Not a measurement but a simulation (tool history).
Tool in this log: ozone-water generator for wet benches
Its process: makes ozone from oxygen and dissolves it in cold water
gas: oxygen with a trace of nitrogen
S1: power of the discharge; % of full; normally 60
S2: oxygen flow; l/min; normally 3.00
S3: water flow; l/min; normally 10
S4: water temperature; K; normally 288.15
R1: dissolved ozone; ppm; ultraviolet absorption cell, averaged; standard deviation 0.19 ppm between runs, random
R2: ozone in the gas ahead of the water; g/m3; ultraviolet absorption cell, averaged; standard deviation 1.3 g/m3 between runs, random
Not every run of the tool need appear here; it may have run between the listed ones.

run	hour	S1	S2	S3	S4	R1	R2
1	0.0	60	3.00	10	288.15	26.1	236.2
2	80.7	60	3.00	10	288.15	25.7	234.8
3	132.2	60	3.00	10	288.15	25.8	235.1
4	194.2	60	3.00	10	288.15	25.7	234.6
5	258.1	60	3.00	10	288.15	25.9	236.9
6	323.7	65	3.00	10	288.15	26.8	246.4
7	362.5	60	3.00	10	288.15	26.0	235.0
8	446.6	60	3.41	10	288.15	25.8	217.4
9	515.1	53	3.41	10	288.15	24.3	208.0
10	556.7	60	3.00	10	288.15	25.8	235.4
11	630.7	60	3.00	10	288.15	25.9	235.5
12	665.6	60	3.00	10	288.15	25.4	233.9
13	740.4	60	3.00	10	288.15	25.4	234.5
14	816.9	65	3.00	10	288.15	26.5	243.2
15	857.3	65	3.00	10	288.15	26.1	242.7
16	930.7	65	3.00	10	288.15	26.7	243.7
17	987.9	65	3.00	10	288.15	26.6	241.6
18	1048.4	55	3.00	10	288.15	24.8	223.1
# hour 1056.6: water thermometer calibrated
19	1117.2	55	3.00	10	288.15	24.6	223.8
20	1179.3	55	3.00	10	288.15	24.1	222.3
21	1217.4	55	3.00	12	288.15	20.9	221.6

The next listed run, before its measurement:
22	1263.4	73	4.41	10	288.15	?	?

R1: 27.0 ppm
R2: 204.3 g/m3
Take away the tool's hidden state, keep the run-to-run variation as it was, and the same run would have given R1 29.2 ppm, R2 217.5 g/m3.
